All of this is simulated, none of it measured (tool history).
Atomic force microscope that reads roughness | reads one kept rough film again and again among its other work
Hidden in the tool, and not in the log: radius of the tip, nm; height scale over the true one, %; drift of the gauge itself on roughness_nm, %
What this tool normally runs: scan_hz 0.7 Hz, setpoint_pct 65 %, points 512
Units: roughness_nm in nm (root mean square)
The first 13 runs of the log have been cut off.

run	hour	scan_hz	setpoint_pct	points	pictures with this tip	hours of work since the height scale was calibrated	roughness_nm
14	202.4	0.7	65	273	254	671	2.47
# hour 205.1: new tip fitted
15	213.6	0.7	61	512	20	679	2.518
16	224.9	0.7	61	512	46	688	2.536
17	249	0.7	65	327	102	706	2.487
18	264.3	3.603	65	512	138	717	2.234
19	278.2	1.831	61	340	170	728	2.425
20	298.3	2.49	85	496	217	743	1.96
21	309.7	1.056	65	512	243	751	2.475
# hour 317.9: new tip fitted
22	324	1.056	65	512	14	762	2.482
23	343.3	1.983	65	555	59	776	2.383
24	363.5	1.983	56	564	106	792	2.471
25	384.4	0.7	65	496	154	807	2.524
26	401	1.399	65	385	193	820	2.413
27	418.7	3.156	65	385	234	833	2.266
# hour 429.5: new tip fitted
28	442.6	0.521	57	742	30	851	2.6
29	455.4	1.32	81	525	59	860	2.288
30	479.2	1.32	81	525	115	878	2.276
31	489.4	0.7	85	328	138	886	2.351
32	507.7	2.251	84	328	181	900	2.001
33	523	0.7	57	512	216	911	2.543
# hour 542.2: new tip fitted
34	547	0.7	57	512	11	929	2.568
35	565.4	0.7	57	512	54	943	2.55
36	580.7	0.534	57	561	89	954	2.565

3 options for the next run, each taken on its own from the tool as it stands now. Forecast them:
A	595.2	0.534	64	263	122	965	?
B	595.2	0.7	87	685	122	965	?
C	595.2	2.528	65	870	122	965	?

run	roughness_nm
A	2.474
B	2.368
C	2.34
With the hidden condition removed and each run's random variation left untouched, the same runs would have given:
run	roughness_nm
A	2.479
B	2.372
C	2.345
